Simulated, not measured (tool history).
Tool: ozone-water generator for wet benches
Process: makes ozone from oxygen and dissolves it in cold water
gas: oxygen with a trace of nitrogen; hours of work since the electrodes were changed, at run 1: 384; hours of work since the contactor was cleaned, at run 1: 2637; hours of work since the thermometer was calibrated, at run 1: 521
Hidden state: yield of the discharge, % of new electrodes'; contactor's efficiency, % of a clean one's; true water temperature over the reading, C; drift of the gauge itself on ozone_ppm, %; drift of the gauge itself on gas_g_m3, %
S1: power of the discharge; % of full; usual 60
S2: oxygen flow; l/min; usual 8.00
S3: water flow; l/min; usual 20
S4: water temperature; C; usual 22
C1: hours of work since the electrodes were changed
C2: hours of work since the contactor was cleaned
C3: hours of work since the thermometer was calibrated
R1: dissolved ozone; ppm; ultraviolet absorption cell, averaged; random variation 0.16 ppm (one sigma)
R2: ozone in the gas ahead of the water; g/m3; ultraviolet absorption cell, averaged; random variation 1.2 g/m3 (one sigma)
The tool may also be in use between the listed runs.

run,hour,S1,S2,S3,S4,C1,C2,C3,R1,R2
1,0.0,60,8.00,20,22,384,2637,521,21.5,226.4
2,30.3,60,8.00,20,22,407,2660,544,21.3,224.0
3,54.0,60,8.00,20,22,426,2679,563,21.7,227.0
4,97.4,60,8.00,20,27,460,2712,597,19.4,226.9
5,141.1,60,13.38,20,22,494,2747,631,18.1,162.8
6,182.1,60,13.38,20,22,526,2779,663,18.1,162.1
7,223.1,60,13.38,20,22,558,2810,695,18.4,162.2
8,263.5,60,8.00,20,25,589,2842,726,20.5,227.6
9,291.2,60,8.00,20,25,611,2864,748,20.3,227.4
10,329.3,44,8.00,20,22,640,2893,778,17.5,188.9
11,371.0,44,8.00,20,22,673,2926,810,17.8,189.2
12,390.0,44,8.00,20,22,688,2941,825,17.6,189.5
13,414.6,44,8.00,20,22,707,2960,844,17.7,190.3
14,446.5,44,8.00,20,22,732,2985,869,18.1,190.1
15,481.8,44,8.00,20,22,759,3012,896,17.6,190.0
16,524.5,44,4.69,20,22,793,3045,930,19.6,268.7
17,554.0,60,8.00,20,22,816,3068,953,21.9,228.9
18,575.1,40,9.08,20,22,832,3085,969,16.4,164.7
19,602.7,40,9.08,20,22,854,3106,991,16.0,165.3
20,630.7,43,9.49,20,20,875,3128,1013,17.2,167.6

The next listed run, before its measurement:
21,668.5,43,9.49,20,20,905,3158,1042,?,?

Run 21 gave R1 17.3 ppm, R2 168.6 g/m3.
Without the tool's hidden state the same run would have given R1 17.3 ppm, R2 165.4 g/m3.
